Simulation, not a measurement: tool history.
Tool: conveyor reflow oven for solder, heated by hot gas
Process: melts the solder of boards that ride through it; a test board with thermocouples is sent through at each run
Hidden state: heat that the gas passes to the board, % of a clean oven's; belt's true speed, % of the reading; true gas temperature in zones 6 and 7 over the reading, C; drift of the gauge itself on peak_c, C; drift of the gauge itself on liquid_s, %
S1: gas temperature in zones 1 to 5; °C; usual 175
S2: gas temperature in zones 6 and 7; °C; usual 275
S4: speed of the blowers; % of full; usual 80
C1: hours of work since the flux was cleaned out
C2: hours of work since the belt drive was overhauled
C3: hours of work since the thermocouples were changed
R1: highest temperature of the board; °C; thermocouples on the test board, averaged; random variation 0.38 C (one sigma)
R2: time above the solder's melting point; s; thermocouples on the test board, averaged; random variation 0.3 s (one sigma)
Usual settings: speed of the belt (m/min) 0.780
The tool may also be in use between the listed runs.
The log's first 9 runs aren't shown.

Run 10, hour 309.6: usual settings but S1 165 °C; C1 286; C2 672; C3 70. Result: R1 263.6 °C, R2 51.3 s.
Run 11, hour 343.6: usual settings but S1 165 °C, speed of the belt (m/min) 0.793; C1 308; C2 695; C3 93. Result: R1 262.5 °C, R2 50.1 s.
Run 12, hour 370.4: usual settings but S4 65 % of full; C1 326; C2 713; C3 111. Result: R1 261.6 °C, R2 51.9 s.
Run 13, hour 407.5: usual settings but speed of the belt (m/min) 0.874, S4 65 % of full; C1 351; C2 738; C3 135. Result: R1 257.5 °C, R2 44.6 s.
Run 14, hour 437.4: usual settings; C1 371; C2 757; C3 155. Result: R1 264.4 °C, R2 54.2 s.
Run 15, hour 463.5: usual settings but S4 79 % of full; C1 388; C2 775; C3 173. Result: R1 265.0 °C, R2 54.0 s.
Run 16, hour 509.1: usual settings but S4 79 % of full; C1 418; C2 805; C3 203. Result: R1 264.4 °C, R2 53.9 s.
Run 17, hour 539.1: usual settings but S1 171 °C, S2 264 °C, speed of the belt (m/min) 0.758, S4 63 % of full; C1 438; C2 825; C3 223. Result: R1 251.7 °C, R2 47.6 s.
Run 18, hour 567.4: usual settings but S1 168 °C, S2 264 °C, speed of the belt (m/min) 0.758, S4 63 % of full; C1 457; C2 844; C3 242. Result: R1 250.5 °C, R2 46.0 s.
At hour 582.0: flux residue cleaned out of gas plates and filters.
Run 19, hour 621.5: usual settings but speed of the belt (m/min) 0.765; C1 26; C2 877; C3 274. Result: R1 267.1 °C, R2 56.8 s.
Run 20, hour 643.4: usual settings but S2 286 °C; C1 41; C2 891; C3 289. Result: R1 276.4 °C, R2 58.8 s.
Run 21, hour 679.0: usual settings but S1 179 °C, S4 63 % of full; C1 65; C2 915; C3 313. Result: R1 262.7 °C, R2 54.2 s.
Run 22, hour 699.6: usual settings but S1 163 °C, S2 283 °C, S4 87 % of full; C1 78; C2 929; C3 326. Result: R1 274.1 °C, R2 55.2 s.
Run 23, hour 746.3: usual settings but S1 171 °C, S2 271 °C, S4 62 % of full; C1 109; C2 960; C3 357. Result: R1 258.1 °C, R2 49.5 s.
At hour 777.0: belt drive overhauled, speed set with a stopwatch.
Run 24, hour 796.2: usual settings but S1 171 °C, S2 271 °C, S4 62 % of full; C1 140; C2 13; C3 388. Result: R1 257.5 °C, R2 48.0 s.
Run 25, hour 835.6: usual settings but S1 171 °C, S2 271 °C, S4 62 % of full; C1 166; C2 39; C3 414. Result: R1 257.3 °C, R2 47.5 s.
Run 26, hour 879.0: usual settings but S1 171 °C, S2 284 °C, S4 62 % of full; C1 195; C2 68; C3 443. Result: R1 269.0 °C, R2 53.7 s.
Run 27, hour 911.5: usual settings but S1 168 °C, S2 284 °C, speed of the belt (m/min) 0.936, S4 62 % of full; C1 216; C2 89; C3 465. Result: R1 261.1 °C, R2 39.9 s.
Run 28, hour 944.6: usual settings but S2 286 °C, speed of the belt (m/min) 0.906; C1 238; C2 111; C3 487. Result: R1 270.7 °C, R2 46.8 s.
Run 29, hour 989.3: usual settings but S2 286 °C, speed of the belt (m/min) 0.906; C1 268; C2 141; C3 516. Result: R1 270.7 °C, R2 47.9 s.
Run 30, hour 1027.8: usual settings but S1 169 °C, S2 286 °C, speed of the belt (m/min) 0.906, S4 64 % of full; C1 294; C2 167; C3 542. Result: R1 264.9 °C, R2 44.3 s.
Run 31, hour 1062.7: usual settings but S1 163 °C, S4 51 % of full; C1 317; C2 190; C3 565. Result: R1 255.4 °C, R2 44.8 s.

Forecast each of these 4 alternatives for the next run:
Run A, hour 1100.8: usual settings but S1 179 °C, speed of the belt (m/min) 0.858; C1 342; C2 215; C3 590. Result: R1 ?, R2 ?.
Run B, hour 1100.8: usual settings but S1 186 °C, speed of the belt (m/min) 0.718, S4 62 % of full; C1 342; C2 215; C3 590. Result: R1 ?, R2 ?.
Run C, hour 1100.8: usual settings but S1 163 °C, S2 290 °C, S4 86 % of full; C1 342; C2 215; C3 590. Result: R1 ?, R2 ?.
Run D, hour 1100.8: usual settings but S1 187 °C, speed of the belt (m/min) 0.721; C1 342; C2 215; C3 590. Result: R1 ?, R2 ?.

run     R1    R2
  A  263.3  48.5
  B  265.2  61.6
  C  278.8  55.5
  D  268.4  62.6
Without the tool's hidden state the same runs would have given:
run     R1    R2
  A  262.9  48.2
  B  264.2  60.9
  C  278.5  55.1
  D  267.5  62.0
